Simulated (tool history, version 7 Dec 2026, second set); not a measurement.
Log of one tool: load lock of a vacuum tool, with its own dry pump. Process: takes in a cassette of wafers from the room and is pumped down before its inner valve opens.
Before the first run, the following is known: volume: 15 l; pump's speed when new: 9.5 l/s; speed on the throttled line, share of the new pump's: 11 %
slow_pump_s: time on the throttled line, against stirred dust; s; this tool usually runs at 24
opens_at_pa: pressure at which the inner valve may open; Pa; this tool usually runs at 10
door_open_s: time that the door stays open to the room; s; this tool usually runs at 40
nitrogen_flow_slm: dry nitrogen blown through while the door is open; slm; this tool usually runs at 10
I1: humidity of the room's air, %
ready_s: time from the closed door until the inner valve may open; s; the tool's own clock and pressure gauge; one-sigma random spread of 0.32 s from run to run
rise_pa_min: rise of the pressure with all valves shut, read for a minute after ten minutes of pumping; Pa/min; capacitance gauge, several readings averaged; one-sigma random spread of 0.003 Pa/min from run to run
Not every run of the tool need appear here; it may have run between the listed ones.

Run 1, hour 0: usual settings; I1 46.3. Result: ready_s 35.6 s, rise_pa_min 0.126 Pa/min.
Run 2, hour 50.5: usual settings; I1 45.9. Result: ready_s 35.7 s, rise_pa_min 0.13 Pa/min.
Run 3, hour 107: usual settings; I1 46.6. Result: ready_s 36.4 s, rise_pa_min 0.133 Pa/min.
Run 4, hour 169.6: usual settings but door_open_s 54 s; I1 45.8. Result: ready_s 36.1 s, rise_pa_min 0.151 Pa/min.
Run 5, hour 217.8: usual settings but door_open_s 54 s; I1 44.3. Result: ready_s 36.9 s, rise_pa_min 0.152 Pa/min.
Run 6, hour 271.7: usual settings but opens_at_pa 11 Pa, door_open_s 54 s; I1 45. Result: ready_s 36 s, rise_pa_min 0.151 Pa/min.
Run 7, hour 383.9: usual settings but opens_at_pa 11 Pa, door_open_s 54 s; I1 48.3. Result: ready_s 35.5 s, rise_pa_min 0.16 Pa/min.
Run 8, hour 441.4: usual settings but opens_at_pa 11 Pa, door_open_s 54 s; I1 47.2. Result: ready_s 36.4 s, rise_pa_min 0.162 Pa/min.
Run 9, hour 488.9: usual settings but door_open_s 155 s; I1 46.2. Result: ready_s 36 s, rise_pa_min 0.236 Pa/min.
Run 10, hour 591.2: usual settings but door_open_s 155 s; I1 46.1. Result: ready_s 36.9 s, rise_pa_min 0.237 Pa/min.
Run 11, hour 680.3: usual settings; I1 39.3. Result: ready_s 35.8 s, rise_pa_min 0.162 Pa/min.
Run 12, hour 765.7: usual settings but nitrogen_flow_slm 6 slm; I1 43.8. Result: ready_s 36.6 s, rise_pa_min 0.176 Pa/min.
Run 13, hour 838.9: usual settings but nitrogen_flow_slm 6 slm; I1 46.9. Result: ready_s 36.2 s, rise_pa_min 0.187 Pa/min.
Run 14, hour 937.5: usual settings but opens_at_pa 7 Pa; I1 45. Result: ready_s 36.8 s, rise_pa_min 0.182 Pa/min.
Run 15, hour 1039.8: usual settings but opens_at_pa 7 Pa; I1 44.9. Result: ready_s 37.1 s, rise_pa_min 0.199 Pa/min.
Run 16, hour 1150.3: usual settings; I1 47.5. Result: ready_s 36.7 s, rise_pa_min 0.203 Pa/min.
Run 17, hour 1204.5: usual settings; I1 46.4. Result: ready_s 36 s, rise_pa_min 0.2 Pa/min.
Run 18, hour 1310.5: usual settings; I1 40.3. Result: ready_s 36.2 s, rise_pa_min 0.207 Pa/min.
Run 19, hour 1417.7: usual settings; I1 43.9. Result: ready_s 36.1 s, rise_pa_min 0.216 Pa/min.
Run 20, hour 1490.8: usual settings but opens_at_pa 9 Pa, door_open_s 194 s, nitrogen_flow_slm 33 slm; I1 43.2. Result: ready_s 36.5 s, rise_pa_min 0.269 Pa/min.
Run 21, hour 1599.6: usual settings but slow_pump_s 23 s, nitrogen_flow_slm 6 slm; I1 46.9. Result: ready_s 35.3 s, rise_pa_min 0.242 Pa/min.
Run 22, hour 1673.9: usual settings but slow_pump_s 23 s, nitrogen_flow_slm 6 slm; I1 47.1. Result: ready_s 35.6 s, rise_pa_min 0.237 Pa/min.
Run 23, hour 1746.5: usual settings but slow_pump_s 33 s, opens_at_pa 19 Pa, door_open_s 45 s, nitrogen_flow_slm 6 slm; I1 47.4. Result: ready_s 42.9 s, rise_pa_min 0.259 Pa/min.
Run 24, hour 1801: usual settings but slow_pump_s 33 s, opens_at_pa 19 Pa, door_open_s 45 s, nitrogen_flow_slm 6 slm; I1 44.5. Result: ready_s 43 s, rise_pa_min 0.257 Pa/min.
Run 25, hour 1904.6: usual settings but slow_pump_s 40 s, opens_at_pa 9 Pa, door_open_s 45 s, nitrogen_flow_slm 6 slm; I1 46.2. Result: ready_s 51 s, rise_pa_min 0.268 Pa/min.
Run 26, hour 1978.9: usual settings but nitrogen_flow_slm 11 slm; I1 46.6. Result: ready_s 36.6 s, rise_pa_min 0.264 Pa/min.
Run 27, hour 2062.3: usual settings but opens_at_pa 14 Pa, door_open_s 83 s, nitrogen_flow_slm 4 slm; I1 43.2. Result: ready_s 35.6 s, rise_pa_min 0.305 Pa/min.
Run 28, hour 2163.4: usual settings but slow_pump_s 19 s, opens_at_pa 14 Pa, door_open_s 41 s, nitrogen_flow_slm 4 slm; I1 46.1. Result: ready_s 31.7 s, rise_pa_min 0.292 Pa/min.
Run 29, hour 2249.1: usual settings but slow_pump_s 16 s, opens_at_pa 19 Pa, door_open_s 75 s, nitrogen_flow_slm 5 slm; I1 41.7. Result: ready_s 28.1 s, rise_pa_min 0.309 Pa/min.
Run 30, hour 2297.8: usual settings but slow_pump_s 16 s, opens_at_pa 19 Pa, door_open_s 75 s, nitrogen_flow_slm 5 slm; I1 43.3. Result: ready_s 29.1 s, rise_pa_min 0.32 Pa/min.
Run 31, hour 2349: usual settings but slow_pump_s 16 s, opens_at_pa 19 Pa, door_open_s 75 s, nitrogen_flow_slm 5 slm; I1 44.8. Result: ready_s 28.4 s, rise_pa_min 0.337 Pa/min.
Run 32, hour 2437.9: usual settings but opens_at_pa 19 Pa, door_open_s 75 s, nitrogen_flow_slm 5 slm; I1 41.3. Result: ready_s 35.3 s, rise_pa_min 0.33 Pa/min.
Run 33, hour 2494.2: usual settings but slow_pump_s 26 s, opens_at_pa 19 Pa, door_open_s 75 s, nitrogen_flow_slm 5 slm; I1 44.6. Result: ready_s 36.8 s, rise_pa_min 0.342 Pa/min.
Run 34, hour 2572.6: usual settings but slow_pump_s 17 s, opens_at_pa 9 Pa, door_open_s 75 s, nitrogen_flow_slm 5 slm; I1 43.8. Result: ready_s 30.3 s, rise_pa_min 0.348 Pa/min.
Run 35, hour 2684: usual settings but slow_pump_s 17 s, opens_at_pa 18 Pa, door_open_s 75 s, nitrogen_flow_slm 11 slm; I1 45.5. Result: ready_s 29.6 s, rise_pa_min 0.354 Pa/min.
Run 36, hour 2786: usual settings but slow_pump_s 16 s, opens_at_pa 9 Pa, door_open_s 41 s; I1 43.5. Result: ready_s 29.2 s, rise_pa_min 0.33 Pa/min.
Run 37, hour 2873.2: usual settings but opens_at_pa 19 Pa, nitrogen_flow_slm 20 slm; I1 44. Result: ready_s 35.5 s, rise_pa_min 0.332 Pa/min.
Run 38, hour 2983: usual settings but opens_at_pa 19 Pa, nitrogen_flow_slm 20 slm; I1 44.7. Result: ready_s 35.5 s, rise_pa_min 0.347 Pa/min.

Consider 3 possible next runs. They are alternatives, not a sequence: every one starts from the tool as it was left by run 38. What does each give?
Run A, hour 3051.5: usual settings but opens_at_pa 14 Pa, nitrogen_flow_slm 28 slm; I1 47.8. Result: ready_s ?, rise_pa_min ?.
Run B, hour 3051.5: usual settings but slow_pump_s 18 s, opens_at_pa 19 Pa, nitrogen_flow_slm 20 slm; I1 46.2. Result: ready_s ?, rise_pa_min ?.
Run C, hour 3051.5: usual settings but slow_pump_s 13 s; I1 45.4. Result: ready_s ?, rise_pa_min ?.

run  ready_s  rise_pa_min
  A     36.2        0.356
  B     29.7        0.354
  C     26.2        0.368
The same runs, with their run-to-run variation unchanged, on a tool lacking any hidden condition would have given:
run  ready_s  rise_pa_min
  A     35.6        0.044
  B     29.1        0.041
  C     25.6        0.055
